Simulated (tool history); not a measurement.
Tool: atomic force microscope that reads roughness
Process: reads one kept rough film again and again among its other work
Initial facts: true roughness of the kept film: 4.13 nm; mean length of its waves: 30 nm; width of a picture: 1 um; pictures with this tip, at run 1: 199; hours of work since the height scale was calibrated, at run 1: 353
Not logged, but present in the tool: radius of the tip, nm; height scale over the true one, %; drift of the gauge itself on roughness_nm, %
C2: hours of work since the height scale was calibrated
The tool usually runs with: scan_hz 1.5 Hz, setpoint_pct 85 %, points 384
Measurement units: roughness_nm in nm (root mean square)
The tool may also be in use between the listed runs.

run 1 hour=0 | scan_hz=1.5 setpoint_pct=85 points=384 | pictures_with_this_tip=199 C2=353 | roughness_nm=2.565
run 2 hour=32.5 | scan_hz=1.5 setpoint_pct=85 points=384 | pictures_with_this_tip=225 C2=367 | roughness_nm=2.542
run 3 hour=52.9 | scan_hz=1.5 setpoint_pct=85 points=384 | pictures_with_this_tip=241 C2=375 | roughness_nm=2.516
run 4 hour=76.3 | scan_hz=1.5 setpoint_pct=85 points=384 | pictures_with_this_tip=259 C2=384 | roughness_nm=2.518
run 5 hour=98.4 | scan_hz=1.5 setpoint_pct=75 points=384 | pictures_with_this_tip=277 C2=393 | roughness_nm=2.684
run 6 hour=125.3 | scan_hz=1.5 setpoint_pct=75 points=384 | pictures_with_this_tip=298 C2=404 | roughness_nm=2.642
run 7 hour=151.4 | scan_hz=2.83 setpoint_pct=75 points=384 | pictures_with_this_tip=319 C2=414 | roughness_nm=2.369

Run 8 is up next; what results do you expect?
run 8 hour=193.7 | scan_hz=1.23 setpoint_pct=70 points=563 | pictures_with_this_tip=352 C2=431 | roughness_nm=?

Run 8 came out at roughness_nm 2.727 nm (root mean square).
Minus the tool's unlogged condition, the same run would have read roughness_nm 3.213 nm (root mean square).

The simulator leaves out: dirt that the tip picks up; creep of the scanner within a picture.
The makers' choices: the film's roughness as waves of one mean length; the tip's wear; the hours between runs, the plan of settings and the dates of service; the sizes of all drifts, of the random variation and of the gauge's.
